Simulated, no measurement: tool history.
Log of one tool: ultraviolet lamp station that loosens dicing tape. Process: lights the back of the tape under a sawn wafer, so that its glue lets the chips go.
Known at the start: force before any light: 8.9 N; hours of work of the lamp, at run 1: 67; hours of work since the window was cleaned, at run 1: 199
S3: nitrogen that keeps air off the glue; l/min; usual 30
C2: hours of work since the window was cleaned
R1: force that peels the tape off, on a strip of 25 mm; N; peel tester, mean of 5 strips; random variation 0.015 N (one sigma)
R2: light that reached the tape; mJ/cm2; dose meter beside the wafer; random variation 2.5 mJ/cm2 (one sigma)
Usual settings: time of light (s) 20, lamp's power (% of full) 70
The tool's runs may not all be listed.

{"run": 1, "hour": 0.0, "time of light (s)": 20, "lamp's power (% of full)": 70, "S3": 30, "hours of work of the lamp": 67, "C2": 199, "R1": 0.707, "R2": 315}
{"hour": 26.2, "done": "window cleaned of glue's vapour"}
{"run": 2, "hour": 33.2, "time of light (s)": 20, "lamp's power (% of full)": 70, "S3": 16, "hours of work of the lamp": 85, "C2": 4, "R1": 1.078, "R2": 314}
{"run": 3, "hour": 72.1, "time of light (s)": 20, "lamp's power (% of full)": 70, "S3": 16, "hours of work of the lamp": 106, "C2": 25, "R1": 1.11, "R2": 312}
{"run": 4, "hour": 108.1, "time of light (s)": 20, "lamp's power (% of full)": 70, "S3": 30, "hours of work of the lamp": 126, "C2": 45, "R1": 0.707, "R2": 315}
{"run": 5, "hour": 129.9, "time of light (s)": 20, "lamp's power (% of full)": 70, "S3": 30, "hours of work of the lamp": 138, "C2": 57, "R1": 0.697, "R2": 321}
{"run": 6, "hour": 150.8, "time of light (s)": 20, "lamp's power (% of full)": 70, "S3": 30, "hours of work of the lamp": 150, "C2": 69, "R1": 0.684, "R2": 312}
{"run": 7, "hour": 195.6, "time of light (s)": 20, "lamp's power (% of full)": 70, "S3": 30, "hours of work of the lamp": 174, "C2": 93, "R1": 0.684, "R2": 313}
{"run": 8, "hour": 228.9, "time of light (s)": 20, "lamp's power (% of full)": 70, "S3": 30, "hours of work of the lamp": 193, "C2": 112, "R1": 0.673, "R2": 316}
{"run": 9, "hour": 273.8, "time of light (s)": 20, "lamp's power (% of full)": 70, "S3": 30, "hours of work of the lamp": 217, "C2": 136, "R1": 0.691, "R2": 314}
{"run": 10, "hour": 314.6, "time of light (s)": 20, "lamp's power (% of full)": 70, "S3": 30, "hours of work of the lamp": 240, "C2": 159, "R1": 0.709, "R2": 314}
{"run": 11, "hour": 347.2, "time of light (s)": 20, "lamp's power (% of full)": 70, "S3": 30, "hours of work of the lamp": 258, "C2": 177, "R1": 0.684, "R2": 314}
{"run": 12, "hour": 374.2, "time of light (s)": 20, "lamp's power (% of full)": 70, "S3": 30, "hours of work of the lamp": 273, "C2": 192, "R1": 0.698, "R2": 317}
{"run": 13, "hour": 396.0, "time of light (s)": 20, "lamp's power (% of full)": 70, "S3": 30, "hours of work of the lamp": 285, "C2": 204, "R1": 0.674, "R2": 312}
{"hour": 410.9, "done": "window cleaned of glue's vapour"}
{"run": 14, "hour": 428.6, "time of light (s)": 20, "lamp's power (% of full)": 70, "S3": 30, "hours of work of the lamp": 302, "C2": 10, "R1": 0.692, "R2": 314}
{"run": 15, "hour": 448.6, "time of light (s)": 20, "lamp's power (% of full)": 70, "S3": 30, "hours of work of the lamp": 313, "C2": 21, "R1": 0.683, "R2": 315}
{"run": 16, "hour": 473.5, "time of light (s)": 20, "lamp's power (% of full)": 70, "S3": 30, "hours of work of the lamp": 327, "C2": 34, "R1": 0.655, "R2": 313}
{"run": 17, "hour": 493.1, "time of light (s)": 20, "lamp's power (% of full)": 70, "S3": 25, "hours of work of the lamp": 338, "C2": 45, "R1": 0.786, "R2": 314}
{"run": 18, "hour": 530.0, "time of light (s)": 20, "lamp's power (% of full)": 70, "S3": 25, "hours of work of the lamp": 358, "C2": 66, "R1": 0.757, "R2": 315}
{"run": 19, "hour": 555.4, "time of light (s)": 11, "lamp's power (% of full)": 82, "S3": 48, "hours of work of the lamp": 372, "C2": 80, "R1": 1.136, "R2": 200}
{"run": 20, "hour": 588.9, "time of light (s)": 11, "lamp's power (% of full)": 64, "S3": 40, "hours of work of the lamp": 391, "C2": 98, "R1": 1.909, "R2": 156}
{"run": 21, "hour": 614.1, "time of light (s)": 20, "lamp's power (% of full)": 69, "S3": 22, "hours of work of the lamp": 405, "C2": 112, "R1": 0.873, "R2": 308}
{"run": 22, "hour": 657.2, "time of light (s)": 20, "lamp's power (% of full)": 69, "S3": 22, "hours of work of the lamp": 428, "C2": 136, "R1": 0.872, "R2": 306}
{"run": 23, "hour": 682.4, "time of light (s)": 13, "lamp's power (% of full)": 69, "S3": 22, "hours of work of the lamp": 442, "C2": 150, "R1": 1.831, "R2": 198}
{"run": 24, "hour": 708.0, "time of light (s)": 14, "lamp's power (% of full)": 83, "S3": 30, "hours of work of the lamp": 456, "C2": 164, "R1": 0.976, "R2": 260}
{"run": 25, "hour": 727.2, "time of light (s)": 33, "lamp's power (% of full)": 63, "S3": 14, "hours of work of the lamp": 467, "C2": 174, "R1": 0.544, "R2": 465}
{"run": 26, "hour": 760.9, "time of light (s)": 20, "lamp's power (% of full)": 81, "S3": 34, "hours of work of the lamp": 485, "C2": 193, "R1": 0.494, "R2": 365}
{"hour": 794.9, "done": "window cleaned of glue's vapour"}
{"run": 27, "hour": 795.4, "time of light (s)": 20, "lamp's power (% of full)": 81, "S3": 34, "hours of work of the lamp": 504, "C2": 0, "R1": 0.467, "R2": 359}
{"run": 28, "hour": 814.9, "time of light (s)": 33, "lamp's power (% of full)": 96, "S3": 10, "hours of work of the lamp": 515, "C2": 11, "R1": 0.347, "R2": 707}
{"run": 29, "hour": 859.3, "time of light (s)": 20, "lamp's power (% of full)": 78, "S3": 30, "hours of work of the lamp": 539, "C2": 35, "R1": 0.551, "R2": 348}
{"run": 30, "hour": 881.8, "time of light (s)": 14, "lamp's power (% of full)": 69, "S3": 30, "hours of work of the lamp": 552, "C2": 48, "R1": 1.39, "R2": 217}
{"run": 31, "hour": 915.2, "time of light (s)": 14, "lamp's power (% of full)": 69, "S3": 30, "hours of work of the lamp": 570, "C2": 66, "R1": 1.323, "R2": 216}
{"run": 32, "hour": 950.7, "time of light (s)": 14, "lamp's power (% of full)": 69, "S3": 30, "hours of work of the lamp": 590, "C2": 86, "R1": 1.348, "R2": 214}
{"run": 33, "hour": 978.8, "time of light (s)": 14, "lamp's power (% of full)": 97, "S3": 30, "hours of work of the lamp": 605, "C2": 101, "R1": 0.719, "R2": 305}

4 ways to go on from here, each from the tool as it stands after run 33. What would each give?
{"run": "A", "hour": 1016.8, "time of light (s)": 11, "lamp's power (% of full)": 78, "S3": 59, "hours of work of the lamp": 626, "C2": 122, "R1": "?", "R2": "?"}
{"run": "B", "hour": 1016.8, "time of light (s)": 38, "lamp's power (% of full)": 72, "S3": 58, "hours of work of the lamp": 626, "C2": 122, "R1": "?", "R2": "?"}
{"run": "C", "hour": 1016.8, "time of light (s)": 21, "lamp's power (% of full)": 70, "S3": 30, "hours of work of the lamp": 626, "C2": 122, "R1": "?", "R2": "?"}
{"run": "D", "hour": 1016.8, "time of light (s)": 14, "lamp's power (% of full)": 92, "S3": 30, "hours of work of the lamp": 626, "C2": 122, "R1": "?", "R2": "?"}

run=A R1=1.169 R2=189
run=B R1=0.247 R2=609
run=C R1=0.623 R2=328
run=D R1=0.806 R2=282
Without the tool's hidden state the same runs would have given:
run=A R1=1.164 R2=189
run=B R1=0.246 R2=610
run=C R1=0.62 R2=329
run=D R1=0.803 R2=283
